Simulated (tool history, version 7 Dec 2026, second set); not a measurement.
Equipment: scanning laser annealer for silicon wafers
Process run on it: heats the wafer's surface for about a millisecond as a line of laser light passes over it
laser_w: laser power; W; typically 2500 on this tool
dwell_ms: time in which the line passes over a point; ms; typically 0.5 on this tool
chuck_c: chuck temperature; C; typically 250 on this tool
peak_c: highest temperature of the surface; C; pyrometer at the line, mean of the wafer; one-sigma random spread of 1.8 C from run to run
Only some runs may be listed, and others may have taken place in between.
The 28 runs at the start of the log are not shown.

run   hour  laser_w  dwell_ms  chuck_c  peak_c
 29  343.6     2655       0.5      236    1032
 30  352.3     2345     0.596      216     941
 31    369     2500     0.593      250    1040
 32    378     2174      0.48      250     852
 33  393.1     2239      0.57      229     895
 34  406.6     2741       0.5      250    1076
 35  420.1     2638       0.5      216    1002
 36  438.2     2172       0.5      250     858
 37  452.2     2172     0.478      250     844
 38  462.9     2646     0.575      250    1087
 39  478.4     2514     0.588      239    1025
 40    489     2514     0.588      239    1025

Here are 5 independent what-if runs from the current tool condition. What would each one return?
  A  498.3     2444     0.388      279       ?
  B  498.3     2242     0.588      240       ?
  C  498.3     2312     0.544      215       ?
  D  498.3     2153     0.378      218       ?
  E  498.3     2255     0.386      211       ?

run  peak_c
  A     916
  B     915
  C     894
  D     747
  E     779
The same runs, with their run-to-run variation unchanged, on a tool lacking any hidden condition would have given:
run  peak_c
  A     970
  B     972
  C     952
  D     792
  E     828
